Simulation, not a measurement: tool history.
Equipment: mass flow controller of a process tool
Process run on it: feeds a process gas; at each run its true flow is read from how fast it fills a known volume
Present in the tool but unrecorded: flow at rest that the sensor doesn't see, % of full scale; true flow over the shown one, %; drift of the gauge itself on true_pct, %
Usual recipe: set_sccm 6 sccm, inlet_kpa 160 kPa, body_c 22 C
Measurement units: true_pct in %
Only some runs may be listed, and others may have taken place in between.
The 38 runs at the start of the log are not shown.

run,day,set_sccm,inlet_kpa,body_c,hours of work since the controller was set to zero,hours of work since the controller was changed,true_pct
39,592.479,7,169,22,4724,11095,104.04
40,610.9,8,277,32,5035,11407,105.14
41,629.725,6,242,33,5354,11726,106.08
42,651.638,8,241,25,5724,12096,105.12
43,668.767,8,241,25,6014,12386,105.32
44,679.125,10,164,22,6190,12562,104.75
# day 690.179: controller's zero set anew
45,692.858,10,164,24,45,12793,102.38
46,708.271,4,153,24,306,13054,101.86
47,726.979,4,153,24,623,13371,102.2
48,741.458,6,209,27,868,13616,102.85

What if the next run were any one of these 4? Each begins from the tool's condition after run 48:
A,750.854,8,143,22,1027,13775,?
B,750.854,3,257,31,1027,13775,?
C,750.854,10,193,36,1027,13775,?
D,750.854,15,230,36,1027,13775,?

run,true_pct
A,102.8
B,103.67
C,103.83
D,104.59
With no hidden state in the tool, these same runs would have given:
run,true_pct
A,98.17
B,98.19
C,99.3
D,100.2

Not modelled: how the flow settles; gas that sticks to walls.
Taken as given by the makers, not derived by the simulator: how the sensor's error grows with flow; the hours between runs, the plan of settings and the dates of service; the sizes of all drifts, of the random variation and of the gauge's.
